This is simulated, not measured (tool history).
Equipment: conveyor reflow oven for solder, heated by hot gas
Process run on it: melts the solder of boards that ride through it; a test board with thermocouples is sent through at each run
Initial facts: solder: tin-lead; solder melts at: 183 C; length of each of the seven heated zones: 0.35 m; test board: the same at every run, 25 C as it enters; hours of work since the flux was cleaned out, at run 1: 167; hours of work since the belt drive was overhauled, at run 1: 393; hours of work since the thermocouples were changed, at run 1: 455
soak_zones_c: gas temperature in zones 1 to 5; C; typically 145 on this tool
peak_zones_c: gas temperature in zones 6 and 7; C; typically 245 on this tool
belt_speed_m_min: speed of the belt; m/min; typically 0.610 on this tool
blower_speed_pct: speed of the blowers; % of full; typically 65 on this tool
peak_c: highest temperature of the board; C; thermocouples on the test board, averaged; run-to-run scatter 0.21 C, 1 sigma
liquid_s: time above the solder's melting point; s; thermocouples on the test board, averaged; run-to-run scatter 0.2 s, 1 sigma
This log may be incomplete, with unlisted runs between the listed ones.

run	hour	soak_zones_c	peak_zones_c	belt_speed_m_min	blower_speed_pct	hours of work since the flux was cleaned out	hours of work since the belt drive was overhauled	hours of work since the thermocouples were changed	peak_c	liquid_s
1	0.0	145	245	0.610	65	167	393	455	221.1	56.4
2	9.5	145	245	0.610	65	173	399	461	221.0	56.1
3	18.8	145	245	0.538	65	178	404	467	225.6	67.4
4	28.6	145	245	0.538	65	185	410	473	225.6	67.9
5	46.2	145	258	0.610	65	195	421	483	231.3	62.5
6	63.8	145	245	0.610	65	206	432	494	220.7	55.7
7	82.0	145	245	0.610	78	217	443	506	224.3	59.2
# hour 96.8: flux residue cleaned out of gas plates and filters
8	96.8	145	245	0.610	65	0	449	512	222.5	57.5
9	109.9	134	245	0.610	65	8	457	520	220.1	52.3
10	125.5	142	245	0.610	65	18	467	529	221.5	55.6
11	139.1	145	258	0.610	65	26	475	538	233.1	63.4
12	151.2	145	258	0.610	65	34	483	545	232.7	63.4
13	160.9	145	245	0.610	65	39	489	551	221.6	57.0
# hour 166.0: belt drive overhauled, speed set with a stopwatch
14	174.9	145	245	0.610	65	46	6	557	222.4	57.3
15	186.7	145	246	0.610	65	53	13	564	223.0	58.3
16	198.8	145	245	0.497	65	60	20	572	229.1	76.2
17	216.7	145	245	0.497	65	71	31	583	229.2	76.0
18	226.1	151	245	0.631	65	77	37	589	222.4	57.5
19	243.3	149	245	0.610	77	88	48	599	226.7	62.1
20	252.1	149	245	0.535	68	93	53	605	228.3	71.8
21	268.8	145	245	0.528	67	104	63	615	227.7	70.6
# hour 279.8: belt drive overhauled, speed set with a stopwatch, once more
22	286.3	145	245	0.652	53	112	4	623	212.1	44.6
23	301.7	150	234	0.521	52	121	13	633	213.4	60.8
24	316.5	158	248	0.494	86	130	23	642	237.7	84.4
25	324.6	144	236	0.610	65	135	28	647	213.3	49.1
26	334.8	147	251	0.654	69	142	34	653	224.7	54.3
27	343.0	134	236	0.676	65	147	39	658	206.1	34.9
28	352.9	134	236	0.676	65	153	45	664	205.8	34.8
29	362.7	143	234	0.676	65	159	51	670	207.3	38.3
30	372.6	142	237	0.562	89	165	57	677	222.7	61.3

Subtracting, for every run, the result it would have given without the tool's unlogged condition from the measured result gives the following. The same run-to-run variation enters both numbers; the gauge's scatter may not:
Hidden conditions of the tool in this case: heat that the gas passes to the board, % of a clean oven's; belt's true speed, % of the reading; true gas temperature in zones 6 and 7 over the reading, C; drift of the gauge itself on peak_c, C; drift of the gauge itself on liquid_s, %.
run	peak_c	liquid_s
1	-1.7	-0.7
2	-1.8	-0.7
3	-1.6	-0.4
4	-1.7	-0.4
5	-2.1	-0.4
6	-2.1	-0.8
7	-2.4	-0.8
8	-0.3	+0.5
9	-0.4	+0.4
10	-0.5	+0.3
11	-0.6	+0.5
12	-0.7	+0.4
13	-0.7	+0.3
14	-0.5	+0.7
15	-0.6	+0.8
16	-0.7	+1.1
17	-0.8	+1.0
18	-0.8	+0.6
19	-1.1	+0.7
20	-1.0	+0.9
21	-1.1	+0.8
22	-1.9	-1.8
23	-1.7	-1.8
24	-1.9	-0.6
25	-2.1	-2.0
26	-2.5	-1.5
27	-2.6	-2.5
28	-2.6	-2.6
29	-2.5	-2.5
30	-2.5	-1.7

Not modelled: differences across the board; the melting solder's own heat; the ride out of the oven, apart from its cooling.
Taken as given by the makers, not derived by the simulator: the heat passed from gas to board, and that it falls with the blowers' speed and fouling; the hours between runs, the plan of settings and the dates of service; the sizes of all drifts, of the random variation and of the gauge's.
